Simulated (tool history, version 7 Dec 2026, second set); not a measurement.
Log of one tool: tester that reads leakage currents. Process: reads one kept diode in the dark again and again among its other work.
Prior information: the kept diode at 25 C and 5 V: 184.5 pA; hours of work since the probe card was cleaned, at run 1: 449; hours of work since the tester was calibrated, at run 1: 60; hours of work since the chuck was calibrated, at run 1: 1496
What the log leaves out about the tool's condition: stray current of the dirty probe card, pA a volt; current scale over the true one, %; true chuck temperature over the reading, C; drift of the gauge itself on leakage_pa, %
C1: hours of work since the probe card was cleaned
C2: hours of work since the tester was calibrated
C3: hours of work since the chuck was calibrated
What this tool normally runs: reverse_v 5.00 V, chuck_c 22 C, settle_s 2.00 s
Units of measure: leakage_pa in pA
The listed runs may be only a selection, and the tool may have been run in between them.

run 1 hour=0.0 | reverse_v=5.00 chuck_c=22 settle_s=2.00 | C1=449 C2=60 C3=1496 | leakage_pa=129.98
run 2 hour=16.4 | reverse_v=1.14 chuck_c=22 settle_s=2.00 | C1=461 C2=72 C3=1508 | leakage_pa=68.45
run 3 hour=37.9 | reverse_v=5.00 chuck_c=22 settle_s=2.00 | C1=476 C2=87 C3=1523 | leakage_pa=129.41
run 4 hour=68.0 | reverse_v=7.62 chuck_c=22 settle_s=2.00 | C1=497 C2=108 C3=1544 | leakage_pa=156.05
run 5 hour=91.1 | reverse_v=5.00 chuck_c=22 settle_s=2.00 | C1=514 C2=125 C3=1560 | leakage_pa=129.57
run 6 hour=116.5 | reverse_v=5.00 chuck_c=22 settle_s=2.00 | C1=532 C2=143 C3=1578 | leakage_pa=129.09
run 7 hour=137.5 | reverse_v=6.96 chuck_c=22 settle_s=2.00 | C1=546 C2=157 C3=1593 | leakage_pa=149.94
run 8 hour=166.5 | reverse_v=6.96 chuck_c=22 settle_s=2.00 | C1=567 C2=178 C3=1614 | leakage_pa=149.23
run 9 hour=189.0 | reverse_v=1.53 chuck_c=22 settle_s=2.00 | C1=583 C2=194 C3=1630 | leakage_pa=77.56
run 10 hour=208.6 | reverse_v=1.53 chuck_c=22 settle_s=2.00 | C1=597 C2=208 C3=1643 | leakage_pa=76.91
run 11 hour=235.0 | reverse_v=5.00 chuck_c=22 settle_s=2.00 | C1=615 C2=226 C3=1662 | leakage_pa=128.91
run 12 hour=269.0 | reverse_v=5.00 chuck_c=22 settle_s=2.00 | C1=639 C2=250 C3=1686 | leakage_pa=128.63
run 13 hour=298.5 | reverse_v=5.00 chuck_c=45 settle_s=2.00 | C1=660 C2=271 C3=1707 | leakage_pa=775.03
run 14 hour=332.1 | reverse_v=5.00 chuck_c=45 settle_s=2.00 | C1=684 C2=295 C3=1731 | leakage_pa=772.72
run 15 hour=353.2 | reverse_v=2.59 chuck_c=45 settle_s=2.00 | C1=699 C2=310 C3=1746 | leakage_pa=581.35
run 16 hour=373.9 | reverse_v=2.59 chuck_c=45 settle_s=2.00 | C1=713 C2=324 C3=1760 | leakage_pa=579.85
run 17 hour=393.3 | reverse_v=13.68 chuck_c=50 settle_s=2.82 | C1=727 C2=338 C3=1774 | leakage_pa=1710.12
run 18 hour=412.4 | reverse_v=13.68 chuck_c=50 settle_s=2.82 | C1=741 C2=352 C3=1787 | leakage_pa=1695.85
run 19 hour=427.4 | reverse_v=13.68 chuck_c=50 settle_s=2.82 | C1=751 C2=362 C3=1798 | leakage_pa=1702.30
run 20 hour=452.4 | reverse_v=3.09 chuck_c=29 settle_s=1.91 | C1=769 C2=380 C3=1816 | leakage_pa=184.76
run 21 hour=486.4 | reverse_v=2.57 chuck_c=22 settle_s=2.00 | C1=793 C2=404 C3=1840 | leakage_pa=95.74
run 22 hour=502.6 | reverse_v=1.10 chuck_c=55 settle_s=0.73 | C1=804 C2=415 C3=1851 | leakage_pa=808.55
run 23 hour=521.9 | reverse_v=4.34 chuck_c=30 settle_s=8.56 | C1=818 C2=429 C3=1865 | leakage_pa=230.58
run 24 hour=542.8 | reverse_v=4.34 chuck_c=30 settle_s=8.56 | C1=833 C2=444 C3=1879 | leakage_pa=231.51
run 25 hour=560.5 | reverse_v=5.00 chuck_c=57 settle_s=7.18 | C1=845 C2=456 C3=1892 | leakage_pa=1768.31
run 26 hour=579.6 | reverse_v=5.00 chuck_c=57 settle_s=7.18 | C1=859 C2=470 C3=1905 | leakage_pa=1780.78
run 27 hour=595.7 | reverse_v=2.35 chuck_c=21 settle_s=4.12 | C1=870 C2=481 C3=1917 | leakage_pa=83.91
run 28 hour=622.1 | reverse_v=2.35 chuck_c=21 settle_s=4.12 | C1=889 C2=500 C3=1935 | leakage_pa=84.63
run 29 hour=642.3 | reverse_v=2.35 chuck_c=21 settle_s=4.12 | C1=903 C2=514 C3=1950 | leakage_pa=84.26

3 ways to go on from here, each from the tool as it stands after run 29. What would each give?
run A hour=660.3 | reverse_v=3.00 chuck_c=30 settle_s=0.31 | C1=916 C2=527 C3=1962 | leakage_pa=?
run B hour=660.3 | reverse_v=9.14 chuck_c=28 settle_s=4.12 | C1=916 C2=527 C3=1962 | leakage_pa=?
run C hour=660.3 | reverse_v=2.01 chuck_c=47 settle_s=0.50 | C1=916 C2=527 C3=1962 | leakage_pa=?

run=A leakage_pa=194.39
run=B leakage_pa=270.69
run=C leakage_pa=596.35
Without the tool's unlogged condition, the same runs would have read:
run=A leakage_pa=220.19
run=B leakage_pa=305.43
run=C leakage_pa=668.82
